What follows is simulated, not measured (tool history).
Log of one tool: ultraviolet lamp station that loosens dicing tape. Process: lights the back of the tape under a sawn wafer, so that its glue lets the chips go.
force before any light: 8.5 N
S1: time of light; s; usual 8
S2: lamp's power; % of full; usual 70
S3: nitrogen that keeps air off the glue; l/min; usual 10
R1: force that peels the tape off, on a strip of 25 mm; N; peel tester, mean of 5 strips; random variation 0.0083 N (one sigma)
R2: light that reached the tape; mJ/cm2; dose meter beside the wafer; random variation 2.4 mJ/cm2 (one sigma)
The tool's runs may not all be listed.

Run 1, hour 0: usual settings. Result: R1 0.437 N, R2 231 mJ/cm2.
Run 2, hour 8.3: usual settings. Result: R1 0.462 N, R2 226 mJ/cm2.
Run 3, hour 20.3: usual settings. Result: R1 0.464 N, R2 226 mJ/cm2.
Run 4, hour 33.3: usual settings but S1 11 s. Result: R1 0.269 N, R2 312 mJ/cm2.
At hour 36.6: window cleaned of glue's vapour.
Run 5, hour 47.8: usual settings but S1 14 s. Result: R1 0.23 N, R2 422 mJ/cm2.
Run 6, hour 60.8: usual settings but S1 5 s. Result: R1 1.022 N, R2 150 mJ/cm2.
Run 7, hour 72.1: usual settings. Result: R1 0.41 N, R2 243 mJ/cm2.
Run 8, hour 83.2: usual settings but S1 5 s. Result: R1 1.019 N, R2 149 mJ/cm2.
Run 9, hour 91.5: usual settings but S2 65 % of full. Result: R1 0.485 N, R2 221 mJ/cm2.
Run 10, hour 105.7: usual settings but S2 77 % of full. Result: R1 0.353 N, R2 259 mJ/cm2.
Run 11, hour 115.1: usual settings but S2 77 % of full. Result: R1 0.376 N, R2 263 mJ/cm2.
Run 12, hour 134.5: usual settings but S2 77 % of full. Result: R1 0.357 N, R2 259 mJ/cm2.
Run 13, hour 149.9: usual settings but S2 77 % of full. Result: R1 0.375 N, R2 259 mJ/cm2.
Run 14, hour 158.1: usual settings. Result: R1 0.423 N, R2 232 mJ/cm2.
Run 15, hour 167.8: usual settings but S2 83 % of full. Result: R1 0.31 N, R2 280 mJ/cm2.
Run 16, hour 179.9: usual settings but S1 9 s. Result: R1 0.355 N, R2 261 mJ/cm2.
Run 17, hour 194.2: usual settings but S2 78 % of full. Result: R1 0.371 N, R2 257 mJ/cm2.
Run 18, hour 213.3: usual settings but S2 78 % of full. Result: R1 0.37 N, R2 257 mJ/cm2.
Run 19, hour 226.9: usual settings but S2 66 % of full. Result: R1 0.488 N, R2 212 mJ/cm2.
Run 20, hour 236.3: usual settings but S2 66 % of full, S3 9 l/min. Result: R1 0.534 N, R2 219 mJ/cm2.
Run 21, hour 248.1: usual settings but S1 4 s, S2 82 % of full, S3 6 l/min. Result: R1 1.646 N, R2 136 mJ/cm2.
Run 22, hour 267.6: usual settings but S1 6 s, S2 90 % of full, S3 4 l/min. Result: R1 0.889 N, R2 219 mJ/cm2.
Run 23, hour 280.9: usual settings but S1 6 s, S2 90 % of full, S3 4 l/min. Result: R1 0.877 N, R2 215 mJ/cm2.
Run 24, hour 296: usual settings but S1 6 s, S2 90 % of full, S3 4 l/min. Result: R1 0.907 N, R2 213 mJ/cm2.
Run 25, hour 304.9: usual settings but S1 11 s, S2 89 % of full, S3 4 l/min. Result: R1 0.315 N, R2 390 mJ/cm2.
Run 26, hour 316.5: usual settings but S1 5 s, S2 69 % of full, S3 19 l/min. Result: R1 0.887 N, R2 138 mJ/cm2.
Run 27, hour 329.5: usual settings but S1 5 s, S2 69 % of full, S3 19 l/min. Result: R1 0.881 N, R2 137 mJ/cm2.
Run 28, hour 343.7: usual settings but S1 11 s, S2 69 % of full, S3 5 l/min. Result: R1 0.426 N, R2 302 mJ/cm2.
Run 29, hour 351.9: usual settings but S1 5 s, S3 5 l/min. Result: R1 1.731 N, R2 135 mJ/cm2.
Run 30, hour 368.8: usual settings but S1 16 s, S2 61 % of full, S3 9 l/min. Result: R1 0.252 N, R2 381 mJ/cm2.
Run 31, hour 377.3: usual settings but S1 10 s, S2 61 % of full, S3 9 l/min. Result: R1 0.446 N, R2 237 mJ/cm2.
Run 32, hour 392.2: usual settings but S1 13 s, S3 16 l/min. Result: R1 0.242 N, R2 353 mJ/cm2.
Run 33, hour 405.7: usual settings but S1 13 s, S3 16 l/min. Result: R1 0.239 N, R2 351 mJ/cm2.
Run 34, hour 421.3: usual settings but S1 5 s, S3 20 l/min. Result: R1 0.884 N, R2 131 mJ/cm2.
Run 35, hour 434.5: usual settings but S1 5 s, S3 20 l/min. Result: R1 0.896 N, R2 136 mJ/cm2.
Run 36, hour 447.5: usual settings but S1 5 s, S3 20 l/min. Result: R1 0.885 N, R2 131 mJ/cm2.
Run 37, hour 463.4: usual settings but S2 77 % of full, S3 12 l/min. Result: R1 0.425 N, R2 231 mJ/cm2.

Forecast each of these 4 alternatives for the next run:
Run A, hour 472.2: usual settings but S1 5 s, S3 13 l/min. Result: R1 ?, R2 ?.
Run B, hour 472.2: usual settings but S1 6 s, S2 77 % of full, S3 12 l/min. Result: R1 ?, R2 ?.
Run C, hour 472.2: usual settings but S1 13 s, S3 12 l/min. Result: R1 ?, R2 ?.
Run D, hour 472.2: usual settings but S1 16 s, S2 85 % of full, S3 5 l/min. Result: R1 ?, R2 ?.

run     R1   R2
  A  1.107  135
  B   0.67  173
  C  0.247  342
  D  0.227  515
Without the tool's hidden state the same runs would have given:
run     R1   R2
  A  0.673  175
  B  0.406  226
  C  0.223  445
  D  0.215  671
